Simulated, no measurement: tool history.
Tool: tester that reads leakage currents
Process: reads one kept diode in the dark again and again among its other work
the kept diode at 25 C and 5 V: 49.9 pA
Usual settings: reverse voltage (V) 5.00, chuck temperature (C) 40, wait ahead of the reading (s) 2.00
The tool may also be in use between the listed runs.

run	day	reverse voltage (V)	chuck temperature (C)	wait ahead of the reading (s)	current that the tester gives (pA)
1	0.000	5.00	40	2.00	173.78
2	6.054	5.00	40	2.00	173.85
3	9.767	5.00	40	2.00	174.23
4	13.908	5.00	40	2.00	175.24
# day 17.042: chuck's temperature calibrated
5	20.496	5.00	40	2.00	166.45
6	27.004	5.00	40	2.00	166.77
7	32.425	5.00	28	2.00	68.97
8	35.617	1.24	28	2.00	43.64
9	41.308	1.24	48	0.38	189.48
10	48.425	5.00	29	0.95	76.56
11	52.588	5.00	28	1.76	70.95
# day 53.175: tester calibrated
12	56.442	11.06	40	8.31	217.50
13	59.546	7.11	40	8.31	188.87
14	65.254	7.11	40	8.31	189.38

4 ways to go on from here, each from the tool as it stands after run 14. What would each give?
A	70.221	16.91	30	4.34	?
B	70.221	19.96	40	8.31	?
C	70.221	5.00	28	2.00	?
D	70.221	8.58	22	1.65	?

run	current that the tester gives (pA)
A	126.68
B	271.20
C	71.04
D	55.57
Without the tool's hidden state the same runs would have given:
run	current that the tester gives (pA)
A	109.25
B	245.02
C	64.07
D	47.04
